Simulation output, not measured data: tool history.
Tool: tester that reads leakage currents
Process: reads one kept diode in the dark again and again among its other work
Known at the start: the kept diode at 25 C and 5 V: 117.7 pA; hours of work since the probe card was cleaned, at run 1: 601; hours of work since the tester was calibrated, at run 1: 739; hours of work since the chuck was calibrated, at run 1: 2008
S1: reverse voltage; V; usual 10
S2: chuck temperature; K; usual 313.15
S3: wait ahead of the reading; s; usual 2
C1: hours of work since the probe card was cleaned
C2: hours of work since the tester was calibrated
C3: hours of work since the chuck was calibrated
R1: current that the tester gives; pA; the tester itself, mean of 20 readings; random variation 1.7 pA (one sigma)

run 1 day=0 | S1=10 S2=313.15 S3=2 | C1=601 C2=739 C3=2008 | R1=490.5
run 2 day=0.896 | S1=10 S2=313.15 S3=2 | C1=611 C2=749 C3=2018 | R1=488.21
run 3 day=2.629 | S1=10 S2=313.15 S3=2 | C1=631 C2=769 C3=2038 | R1=487.04
run 4 day=3.538 | S1=10 S2=313.15 S3=2 | C1=642 C2=780 C3=2049 | R1=486.85
run 5 day=4.329 | S1=10 S2=313.15 S3=1.1 | C1=651 C2=789 C3=2058 | R1=488.95
run 6 day=5.492 | S1=10 S2=313.15 S3=1.1 | C1=665 C2=802 C3=2072 | R1=487.63

The next listed run, before its measurement:
run 7 day=6.788 | S1=12.8 S2=313.15 S3=2 | C1=680 C2=818 C3=2087 | R1=?

R1: 546.17 pA
Without the tool's hidden state the same run would have given R1 635.24 pA.
